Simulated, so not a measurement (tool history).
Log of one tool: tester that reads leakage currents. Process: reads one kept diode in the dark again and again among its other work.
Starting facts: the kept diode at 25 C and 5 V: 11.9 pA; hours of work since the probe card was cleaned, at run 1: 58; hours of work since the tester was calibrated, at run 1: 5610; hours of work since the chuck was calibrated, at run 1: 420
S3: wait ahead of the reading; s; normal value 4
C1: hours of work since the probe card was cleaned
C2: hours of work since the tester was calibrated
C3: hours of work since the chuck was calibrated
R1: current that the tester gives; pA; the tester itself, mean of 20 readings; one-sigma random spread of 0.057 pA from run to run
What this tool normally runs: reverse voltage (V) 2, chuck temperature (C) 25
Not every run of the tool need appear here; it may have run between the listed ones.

{"run": 1, "day": 0.0, "reverse voltage (V)": 2, "chuck temperature (C)": 25, "S3": 4, "C1": 58, "C2": 5610, "C3": 420, "R1": 9.06}
{"day": 4.992, "done": "tester calibrated"}
{"run": 2, "day": 6.867, "reverse voltage (V)": 2, "chuck temperature (C)": 25, "S3": 4, "C1": 159, "C2": 28, "C3": 521, "R1": 8.93}
{"run": 3, "day": 13.633, "reverse voltage (V)": 2, "chuck temperature (C)": 25, "S3": 4, "C1": 260, "C2": 129, "C3": 622, "R1": 9.18}
{"day": 21.454, "done": "chuck's temperature calibrated"}
{"run": 4, "day": 24.683, "reverse voltage (V)": 2, "chuck temperature (C)": 25, "S3": 0.55, "C1": 424, "C2": 292, "C3": 48, "R1": 10.2}
{"run": 5, "day": 34.121, "reverse voltage (V)": 2, "chuck temperature (C)": 25, "S3": 0.55, "C1": 565, "C2": 433, "C3": 189, "R1": 10.21}
{"run": 6, "day": 42.025, "reverse voltage (V)": 2, "chuck temperature (C)": 25, "S3": 4, "C1": 682, "C2": 551, "C3": 307, "R1": 9.1}
{"run": 7, "day": 51.696, "reverse voltage (V)": 2, "chuck temperature (C)": 25, "S3": 4, "C1": 827, "C2": 695, "C3": 451, "R1": 8.99}
{"run": 8, "day": 63.192, "reverse voltage (V)": 2, "chuck temperature (C)": 25, "S3": 4, "C1": 998, "C2": 867, "C3": 622, "R1": 9.08}
{"day": 70.996, "done": "chuck's temperature calibrated"}
{"run": 9, "day": 74.333, "reverse voltage (V)": 2.37, "chuck temperature (C)": 32, "S3": 2.88, "C1": 1163, "C2": 1032, "C3": 50, "R1": 16.51}
{"run": 10, "day": 81.767, "reverse voltage (V)": 14.71, "chuck temperature (C)": 28, "S3": 1.75, "C1": 1274, "C2": 1143, "C3": 161, "R1": 25.09}
{"run": 11, "day": 93.05, "reverse voltage (V)": 5.63, "chuck temperature (C)": 57, "S3": 0.45, "C1": 1442, "C2": 1311, "C3": 329, "R1": 127.81}
{"day": 99.942, "done": "probe card cleaned and baked"}
{"run": 12, "day": 103.092, "reverse voltage (V)": 5.63, "chuck temperature (C)": 60, "S3": 0.45, "C1": 47, "C2": 1459, "C3": 477, "R1": 153.65}
{"run": 13, "day": 113.092, "reverse voltage (V)": 5.63, "chuck temperature (C)": 60, "S3": 0.45, "C1": 196, "C2": 1608, "C3": 626, "R1": 153.95}
{"day": 120.912, "done": "chuck's temperature calibrated"}
{"run": 14, "day": 123.275, "reverse voltage (V)": 14.97, "chuck temperature (C)": 25, "S3": 6.06, "C1": 347, "C2": 1758, "C3": 35, "R1": 18.27}
{"run": 15, "day": 132.638, "reverse voltage (V)": 8.27, "chuck temperature (C)": 25, "S3": 0.8, "C1": 486, "C2": 1898, "C3": 175, "R1": 18.32}
{"run": 16, "day": 143.988, "reverse voltage (V)": 8.27, "chuck temperature (C)": 25, "S3": 0.8, "C1": 656, "C2": 2067, "C3": 344, "R1": 18.29}

Below are 4 alternative next runs, each starting from the tool's condition after run 16. Predict each:
{"run": "A", "day": 150.771, "reverse voltage (V)": 8.27, "chuck temperature (C)": 23, "S3": 0.8, "C1": 757, "C2": 2169, "C3": 445, "R1": "?"}
{"run": "B", "day": 150.771, "reverse voltage (V)": 4.93, "chuck temperature (C)": 37, "S3": 2.22, "C1": 757, "C2": 2169, "C3": 445, "R1": "?"}
{"run": "C", "day": 150.771, "reverse voltage (V)": 17.51, "chuck temperature (C)": 32, "S3": 0.73, "C1": 757, "C2": 2169, "C3": 445, "R1": "?"}
{"run": "D", "day": 150.771, "reverse voltage (V)": 4.99, "chuck temperature (C)": 28, "S3": 4, "C1": 757, "C2": 2169, "C3": 445, "R1": "?"}

run=A R1=16.08
run=B R1=30.64
run=C R1=40.62
run=D R1=15.76
Had the tool no hidden state, the same runs would have come out as:
run=A R1=16.07
run=B R1=30.63
run=C R1=40.59
run=D R1=15.75
